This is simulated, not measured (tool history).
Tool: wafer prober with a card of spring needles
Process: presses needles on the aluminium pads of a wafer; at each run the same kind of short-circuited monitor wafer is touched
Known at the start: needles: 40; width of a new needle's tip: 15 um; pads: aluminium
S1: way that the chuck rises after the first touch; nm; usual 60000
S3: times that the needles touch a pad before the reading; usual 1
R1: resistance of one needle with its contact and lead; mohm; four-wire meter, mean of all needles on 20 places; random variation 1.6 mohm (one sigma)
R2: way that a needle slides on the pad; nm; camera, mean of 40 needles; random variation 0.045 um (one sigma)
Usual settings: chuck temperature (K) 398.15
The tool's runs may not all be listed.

Run 1, hour 0.0: usual settings. Result: R1 183 mohm, R2 10240 nm.
At hour 5.1: tips cleaned on abrasive film.
At hour 14.1: tips cleaned on abrasive film.
Run 2, hour 16.8: usual settings. Result: R1 182 mohm, R2 10250 nm.
At hour 22.0: tips cleaned on abrasive film.
At hour 29.3: tips cleaned on abrasive film.
At hour 38.2: tips cleaned on abrasive film.
Run 3, hour 41.3: usual settings. Result: R1 189 mohm, R2 10260 nm.
At hour 46.8: tips cleaned on abrasive film.
At hour 55.6: tips cleaned on abrasive film.
Run 4, hour 62.1: usual settings. Result: R1 212 mohm, R2 10260 nm.
At hour 64.0: tips cleaned on abrasive film.
At hour 72.3: tips cleaned on abrasive film.
At hour 79.9: tips cleaned on abrasive film.
Run 5, hour 79.9: usual settings but chuck temperature (K) 397.15. Result: R1 159 mohm, R2 10290 nm.
At hour 88.4: tips cleaned on abrasive film.
At hour 96.5: tips cleaned on abrasive film.
At hour 103.8: tips cleaned on abrasive film.
Run 6, hour 110.1: usual settings but chuck temperature (K) 397.15. Result: R1 209 mohm, R2 10120 nm.
At hour 112.0: tips cleaned on abrasive film.
At hour 120.9: tips cleaned on abrasive film.
At hour 129.6: tips cleaned on abrasive film.
At hour 136.9: tips cleaned on abrasive film.
Run 7, hour 138.6: usual settings. Result: R1 174 mohm, R2 10130 nm.
At hour 145.4: tips cleaned on abrasive film.
At hour 154.0: tips cleaned on abrasive film.
Run 8, hour 159.2: usual settings but chuck temperature (K) 324.15. Result: R1 194 mohm, R2 10110 nm.
At hour 162.8: tips cleaned on abrasive film.
At hour 171.5: tips cleaned on abrasive film.
Run 9, hour 177.0: usual settings but chuck temperature (K) 324.15. Result: R1 206 mohm, R2 10040 nm.
At hour 178.9: tips cleaned on abrasive film.
At hour 187.5: tips cleaned on abrasive film.
At hour 191.3: height of the first contact set anew.
Run 10, hour 192.9: usual settings. Result: R1 199 mohm, R2 10360 nm.
At hour 196.6: tips cleaned on abrasive film.
At hour 203.9: tips cleaned on abrasive film.
Run 11, hour 207.7: usual settings. Result: R1 197 mohm, R2 10420 nm.
At hour 211.4: tips cleaned on abrasive film.
At hour 220.0: tips cleaned on abrasive film.
At hour 229.1: tips cleaned on abrasive film.
Run 12, hour 230.9: usual settings. Result: R1 184 mohm, R2 10330 nm.
At hour 237.9: tips cleaned on abrasive film.
At hour 247.0: tips cleaned on abrasive film.
At hour 255.8: tips cleaned on abrasive film.
Run 13, hour 262.0: usual settings. Result: R1 208 mohm, R2 10290 nm.
At hour 263.7: tips cleaned on abrasive film.
At hour 272.4: tips cleaned on abrasive film.
At hour 281.3: tips cleaned on abrasive film.
Run 14, hour 287.6: usual settings. Result: R1 206 mohm, R2 10210 nm.
At hour 289.4: tips cleaned on abrasive film.
At hour 298.5: tips cleaned on abrasive film.
Run 15, hour 302.3: usual settings but S1 47000 nm, S3 2. Result: R1 195 mohm, R2 8010 nm.
At hour 307.4: tips cleaned on abrasive film.
At hour 315.7: tips cleaned on abrasive film.
At hour 324.4: tips cleaned on abrasive film.
Run 16, hour 330.0: usual settings but S1 48000 nm, S3 2. Result: R1 208 mohm, R2 8190 nm.
At hour 331.9: tips cleaned on abrasive film.
At hour 340.7: tips cleaned on abrasive film.
Run 17, hour 345.2: usual settings but S1 62000 nm, chuck temperature (K) 313.15. Result: R1 187 mohm, R2 10550 nm.
At hour 348.9: tips cleaned on abrasive film.
At hour 356.2: tips cleaned on abrasive film.
At hour 365.0: tips cleaned on abrasive film.
At hour 373.8: tips cleaned on abrasive film.
Run 18, hour 378.3: usual settings but S1 75000 nm, chuck temperature (K) 320.15. Result: R1 182 mohm, R2 12900 nm.
At hour 381.7: tips cleaned on abrasive film.
At hour 390.2: tips cleaned on abrasive film.
At hour 398.7: tips cleaned on abrasive film.
At hour 406.9: tips cleaned on abrasive film.
Run 19, hour 409.9: usual settings but S1 66000 nm, chuck temperature (K) 342.15. Result: R1 181 mohm, R2 11130 nm.
At hour 415.3: tips cleaned on abrasive film.
At hour 424.1: tips cleaned on abrasive film.
At hour 431.4: tips cleaned on abrasive film.
At hour 440.2: tips cleaned on abrasive film.
Run 20, hour 443.0: usual settings but S1 62000 nm, chuck temperature (K) 342.15, S3 2. Result: R1 168 mohm, R2 10480 nm.
At hour 448.5: tips cleaned on abrasive film.
At hour 457.4: tips cleaned on abrasive film.
At hour 466.1: tips cleaned on abrasive film.
Run 21, hour 468.3: usual settings but S1 42000 nm. Result: R1 216 mohm, R2 6920 nm.
At hour 470.1: height of the first contact set anew.
At hour 473.8: tips cleaned on abrasive film.
At hour 482.9: tips cleaned on abrasive film.
Run 22, hour 487.2: usual settings but S1 65000 nm, chuck temperature (K) 332.15. Result: R1 185 mohm, R2 11270 nm.
At hour 490.8: tips cleaned on abrasive film.
At hour 499.4: tips cleaned on abrasive film.
Run 23, hour 503.6: usual settings but S1 65000 nm, chuck temperature (K) 332.15. Result: R1 189 mohm, R2 11180 nm.
At hour 507.3: tips cleaned on abrasive film.
At hour 514.6: tips cleaned on abrasive film.
At hour 521.9: tips cleaned on abrasive film.
At hour 529.9: tips cleaned on abrasive film.
Run 24, hour 530.3: usual settings but S1 65000 nm, chuck temperature (K) 332.15. Result: R1 156 mohm, R2 11170 nm.
At hour 537.5: tips cleaned on abrasive film.
At hour 546.6: tips cleaned on abrasive film.
Run 25, hour 548.8: usual settings but S1 58000 nm, S3 2. Result: R1 177 mohm, R2 10000 nm.
At hour 553.9: tips cleaned on abrasive film.
At hour 562.8: tips cleaned on abrasive film.
Run 26, hour 568.0: usual settings but S1 58000 nm, S3 2. Result: R1 194 mohm, R2 9900 nm.
At hour 571.7: tips cleaned on abrasive film.
At hour 580.8: tips cleaned on abrasive film.
Run 27, hour 585.1: usual settings but S1 51000 nm, chuck temperature (K) 367.15, S3 2. Result: R1 194 mohm, R2 8690 nm.

3 ways to go on from here, each from the tool as it stands after run 27. What would each give?
At hour 588.8: tips cleaned on abrasive film.
At hour 597.6: tips cleaned on abrasive film.
At hour 604.9: tips cleaned on abrasive film.
At hour 613.9: tips cleaned on abrasive film.
Run A, hour 618.3: usual settings but S1 65000 nm, S3 3. Result: R1 ?, R2 ?.
At hour 588.8: tips cleaned on abrasive film.
At hour 597.6: tips cleaned on abrasive film.
At hour 604.9: tips cleaned on abrasive film.
At hour 613.9: tips cleaned on abrasive film.
Run B, hour 618.3: usual settings but S1 58000 nm, chuck temperature (K) 340.15. Result: R1 ?, R2 ?.
At hour 588.8: tips cleaned on abrasive film.
At hour 597.6: tips cleaned on abrasive film.
At hour 604.9: tips cleaned on abrasive film.
At hour 613.9: tips cleaned on abrasive film.
Run C, hour 618.3: usual settings but S1 41000 nm, chuck temperature (K) 320.15. Result: R1 ?, R2 ?.

run   R1     R2
  A  166  11070
  B  201   9880
  C  245   6860
Without the tool's hidden state the same runs would have given:
run   R1     R2
  A  151  11240
  B  148  10050
  C  146   7020
